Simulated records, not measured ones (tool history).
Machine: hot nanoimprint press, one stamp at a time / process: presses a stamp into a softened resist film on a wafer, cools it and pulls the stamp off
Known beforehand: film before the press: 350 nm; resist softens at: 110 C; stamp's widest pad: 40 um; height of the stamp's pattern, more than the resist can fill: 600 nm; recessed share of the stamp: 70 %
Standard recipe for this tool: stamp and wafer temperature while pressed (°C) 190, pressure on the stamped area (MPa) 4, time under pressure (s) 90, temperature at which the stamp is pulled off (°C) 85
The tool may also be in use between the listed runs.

run	day	stamp and wafer temperature while pressed (°C)	pressure on the stamped area (MPa)	time under pressure (s)	temperature at which the stamp is pulled off (°C)	resist left under the stamp's widest pad (angstrom)	greatest force while the stamp is pulled off (N)
1	0	190	4	90	85	1383	134
2	0.421	190	4	90	85	1370	139
# day 0.629: plate thermocouple calibrated
3	0.883	190	5.99	90	85	1095	134
4	1.15	190	4	45	85	1752	134
5	1.558	190	4	90	85	1375	138
# day 2.379: stamp cleaned and given a new release coat
6	2.379	190	3.06	90	85	1577	136
7	2.954	194	4	63	85	1385	132

Predict the results of run 8:
8	3.275	194	4	63	85	?	?

Run 8 yielded resist left under the stamp's widest pad (angstrom) 1372, greatest force while the stamp is pulled off (N) 133.
With no hidden state in the tool, this same run would have given resist left under the stamp's widest pad (angstrom) 1383, greatest force while the stamp is pulled off (N) 133.
